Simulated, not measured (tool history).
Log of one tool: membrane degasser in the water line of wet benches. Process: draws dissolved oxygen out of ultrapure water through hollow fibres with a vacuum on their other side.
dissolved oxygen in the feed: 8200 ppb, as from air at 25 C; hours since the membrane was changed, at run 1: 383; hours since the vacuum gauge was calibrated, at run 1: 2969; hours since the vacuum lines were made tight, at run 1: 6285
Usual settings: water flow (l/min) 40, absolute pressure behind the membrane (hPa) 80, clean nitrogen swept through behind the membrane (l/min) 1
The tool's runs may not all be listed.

run	day	water flow (l/min)	absolute pressure behind the membrane (hPa)	clean nitrogen swept through behind the membrane (l/min)	hours since the membrane was changed	hours since the vacuum gauge was calibrated	hours since the vacuum lines were made tight	dissolved oxygen in the water behind the degasser (ppb)	pressure that the water loses in the fibres (hPa)
1	0	40	80	1	383	2969	6285	414.3	473.2
2	1.688	40	80	1	424	3010	6325	415.9	476.6
3	2.983	40	80	1	455	3041	6356	412.5	477
4	4.608	40	80	1	494	3080	6396	412.2	473.9
5	5.725	40	110.2	1	521	3107	6422	626.9	477.1
6	7.288	40	110.2	1	558	3144	6460	627.5	475.1
7	8.65	40	105.7	1	591	3177	6493	605	478
8	9.508	40	50	1	612	3197	6513	184.2	475.3
9	11.55	40	80	1	661	3246	6562	413.5	472.5
10	12.954	40	80	0.97	694	3280	6596	421.7	479.4
11	14.612	40	80	0.97	734	3320	6636	418.1	477.3
12	16.133	40	80	0.97	771	3356	6672	415.9	476.9
13	16.983	40	80	0.97	791	3377	6692	422	479.3
14	18.4	40	80	0.97	825	3411	6727	421.6	475.5
15	19.708	40	80	0.97	856	3442	6758	425	476.2
16	21.421	40	80	0.97	898	3483	6799	428	477.6
17	22.504	25	80.2	0.4	924	3509	6825	547.2	293.7
# day 22.625: vacuum gauge calibrated
18	24.171	41	101	1.5	963	37	6865	430.5	492.8
19	25.467	41	101	1.5	994	68	6896	433.5	486.2
20	26.4	41	101	1.5	1017	91	6918	433.4	490.6
21	27.571	41	165.9	1.89	1045	119	6946	636.4	485.8
22	28.721	41	165.9	1.89	1072	146	6974	644	486.5
23	30	57	59.8	0.45	1103	177	7004	560.5	677.6
# day 31.038: vacuum gauge calibrated, once more
24	31.817	35	80	2.6	1146	19	7047	174.2	417.7
25	33.804	32	80	2.6	1194	66	7095	159	379.5
26	35.371	25	80	0.45	1231	104	7133	481.6	297.7
27	36.625	25	80	0.45	1261	134	7163	482.2	296.4

5 ways to go on from here, each from the tool as it stands after run 27. What would each give?
A	38.1	24	84.3	2.71	1297	170	7198	?	?
B	38.1	25	108.4	0.45	1297	170	7198	?	?
C	38.1	25	133.5	0.45	1297	170	7198	?	?
D	38.1	60	69.2	0.5	1297	170	7198	?	?
E	38.1	31	80	1.53	1297	170	7198	?	?

run	dissolved oxygen in the water behind the degasser (ppb)	pressure that the water loses in the fibres (hPa)
A	123.6	284.9
B	745.3	298
C	958.1	299.9
D	656.7	715.9
E	234.3	368.8
Without the tool's hidden state the same runs would have given:
run	dissolved oxygen in the water behind the degasser (ppb)	pressure that the water loses in the fibres (hPa)
A	120.8	282.6
B	745.2	295.5
C	958.3	297.4
D	656.7	710
E	230.8	365.8
